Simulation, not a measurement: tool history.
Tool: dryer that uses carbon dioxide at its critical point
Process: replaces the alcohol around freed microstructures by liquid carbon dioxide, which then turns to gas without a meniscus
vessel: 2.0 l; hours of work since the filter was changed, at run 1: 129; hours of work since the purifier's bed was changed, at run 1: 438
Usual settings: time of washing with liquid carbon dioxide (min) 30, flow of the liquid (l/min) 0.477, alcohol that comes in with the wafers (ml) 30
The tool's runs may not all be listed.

run	day	time of washing with liquid carbon dioxide (min)	flow of the liquid (l/min)	alcohol that comes in with the wafers (ml)	hours of work since the filter was changed	hours of work since the purifier's bed was changed	alcohol left in the vessel before it's heated (ppm by volume)
1	0	30	0.477	30	129	438	47
2	0.996	30	0.477	30	141	450	43
3	1.579	30	0.477	30	148	458	49
4	2.425	30	0.477	30	159	468	48
5	2.958	26	0.477	30	166	475	76
6	3.512	26	0.477	30	173	482	83
7	4.321	30	0.477	30	183	492	47
8	5.338	30	0.477	30	195	505	55
9	6.042	30	0.477	30	204	514	48
10	6.533	20	0.544	62	210	520	276
11	7.4	20	0.544	62	221	531	270
12	8.362	35	0.544	47	233	543	35
13	9.454	35	0.544	47	247	556	39
14	10.625	25	0.638	30	261	571	43
15	11.788	25	0.638	30	276	585	37
16	12.525	31	0.621	30	285	595	32
17	13.371	33	0.621	84	296	605	41

Forecast each of these 4 alternatives for the next run:
A	14.238	28	0.29	30	307	616	?
B	14.238	30	0.674	30	307	616	?
C	14.238	41	0.291	46	307	616	?
D	14.238	39	0.295	66	307	616	?

run	alcohol left in the vessel before it's heated (ppm by volume)
A	517
B	35
C	179
D	294
Without the tool's hidden state the same runs would have given:
run	alcohol left in the vessel before it's heated (ppm by volume)
A	381
B	9
C	106
D	188
